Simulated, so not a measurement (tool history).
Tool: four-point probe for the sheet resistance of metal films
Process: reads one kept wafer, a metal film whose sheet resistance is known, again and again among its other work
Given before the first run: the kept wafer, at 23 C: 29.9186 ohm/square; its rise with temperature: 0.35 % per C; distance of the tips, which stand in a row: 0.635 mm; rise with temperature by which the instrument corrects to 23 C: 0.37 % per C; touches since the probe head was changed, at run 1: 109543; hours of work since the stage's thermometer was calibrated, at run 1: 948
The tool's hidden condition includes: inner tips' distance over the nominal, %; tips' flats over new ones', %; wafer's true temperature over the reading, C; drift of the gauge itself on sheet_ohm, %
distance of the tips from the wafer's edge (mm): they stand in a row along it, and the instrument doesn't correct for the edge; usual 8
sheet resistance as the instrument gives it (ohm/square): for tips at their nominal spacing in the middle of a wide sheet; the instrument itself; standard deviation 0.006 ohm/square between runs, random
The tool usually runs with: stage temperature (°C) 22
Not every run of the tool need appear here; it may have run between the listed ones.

| run | hour | stage temperature (°C) | distance of the tips from the wafer's edge (mm) | touches since the probe head was changed | hours of work since the stage's thermometer was calibrated | sheet resistance as the instrument gives it (ohm/square) |
|---|---|---|---|---|---|---|
| 1 | 0 | 22 | 8 | 109543 | 948 | 29.988201 |
| 2 | 34.7 | 22 | 8 | 111335 | 973 | 29.973184 |
| 3 | 82.1 | 22 | 8 | 113782 | 1008 | 29.978913 |
| 4 | 112.7 | 22 | 8 | 115361 | 1031 | 29.969311 |
| 5 | 143.5 | 22 | 8 | 116952 | 1053 | 29.969142 |
| 6 | 191.1 | 22 | 8 | 119412 | 1089 | 29.964956 |
| 7 | 219.4 | 22 | 8 | 120873 | 1109 | 29.969458 |
| 8 | 284 | 22 | 3 | 124208 | 1157 | 30.549671 |
| 9 | 321.3 | 22 | 3 | 126135 | 1185 | 30.556284 |
| 10 | 369.4 | 22 | 8 | 128616 | 1220 | 29.954133 |
| 11 | 417.6 | 22 | 8 | 131109 | 1256 | 29.946258 |
| 12 | 465 | 22 | 8 | 133556 | 1291 | 29.941948 |
| 13 | 530.5 | 22 | 8 | 136940 | 1339 | 29.945169 |
| 14 | 575.6 | 22 | 8 | 139266 | 1372 | 29.939762 |
| 15 | 631.5 | 22 | 8 | 142152 | 1413 | 29.926429 |
| 16 | 693.2 | 22 | 8 | 145341 | 1459 | 29.922669 |
| 17 | 738.3 | 22 | 8 | 147670 | 1492 | 29.912497 |
| 18 | 786.5 | 22 | 8 | 150160 | 1528 | 29.924251 |
| 19 | 849.4 | 22 | 6 | 153405 | 1574 | 29.979232 |
| 20 | 878.3 | 22 | 8 | 154897 | 1595 | 29.91105 |
| 21 | 944 | 22 | 8 | 158288 | 1644 | 29.88819 |
| 22 | 993.5 | 22 | 8 | 160847 | 1680 | 29.897623 |
| 23 | 1033.9 | 22 | 8 | 162935 | 1710 | 29.879734 |
| 24 | 1079.2 | 19 | 30 | 165273 | 1744 | 29.811635 |
| 25 | 1140.5 | 34 | 10 | 168440 | 1789 | 29.761549 |
| 26 | 1184.9 | 34 | 10 | 170728 | 1822 | 29.756566 |
| 27 | 1215.9 | 27 | 13 | 172333 | 1844 | 29.780836 |
| 28 | 1267.9 | 24 | 13 | 175018 | 1883 | 29.797967 |
| 29 | 1301.2 | 32 | 10 | 176734 | 1907 | 29.770708 |
| 30 | 1330.4 | 29 | 19 | 178245 | 1929 | 29.728854 |
|  | 1385.4 | stage's thermometer calibrated |
| 31 | 1386.3 | 27 | 54 | 181104 | 1 | 29.794928 |
| 32 | 1417.8 | 20 | 8 | 182730 | 24 | 29.936952 |
| 33 | 1472.6 | 20 | 8 | 185561 | 64 | 29.93201 |
| 34 | 1516.5 | 22 | 37 | 187826 | 97 | 29.811565 |
| 35 | 1568.5 | 22 | 37 | 190514 | 135 | 29.811109 |
| 36 | 1622.9 | 22 | 37 | 193324 | 175 | 29.801119 |
| 37 | 1673 | 35 | 10 | 195908 | 212 | 29.780529 |
| 38 | 1707 | 33 | 13 | 197668 | 237 | 29.751909 |
| 39 | 1768.7 | 23 | 59 | 200854 | 283 | 29.801098 |
| 40 | 1823.7 | 19 | 5 | 203693 | 323 | 30.063663 |
| 41 | 1863.9 | 20 | 5 | 205765 | 353 | 30.04905 |
| 42 | 1916.8 | 20 | 5 | 208499 | 392 | 30.052835 |
| 43 | 1946.7 | 20 | 5 | 210044 | 414 | 30.039277 |
| 44 | 1995.3 | 31 | 4 | 212553 | 450 | 30.10601 |
| 45 | 2049 | 21 | 6 | 215325 | 489 | 29.952709 |
| 46 | 2094.5 | 19 | 12 | 217674 | 523 | 29.821646 |

3 ways to go on from here, each from the tool as it stands after run 46. What would each give?
| A | 2151.1 | 20 | 12 | 220599 | 565 | ? |
| B | 2151.1 | 32 | 4 | 220599 | 565 | ? |
| C | 2151.1 | 33 | 5 | 220599 | 565 | ? |

| run | sheet resistance as the instrument gives it (ohm/square) |
|---|---|
| A | 29.807051 |
| B | 30.084923 |
| C | 29.939916 |
With the hidden condition removed and each run's random variation left untouched, the same runs would have given:
| run | sheet resistance as the instrument gives it (ohm/square) |
|---|---|
| A | 29.980731 |
| B | 30.258834 |
| C | 30.112943 |

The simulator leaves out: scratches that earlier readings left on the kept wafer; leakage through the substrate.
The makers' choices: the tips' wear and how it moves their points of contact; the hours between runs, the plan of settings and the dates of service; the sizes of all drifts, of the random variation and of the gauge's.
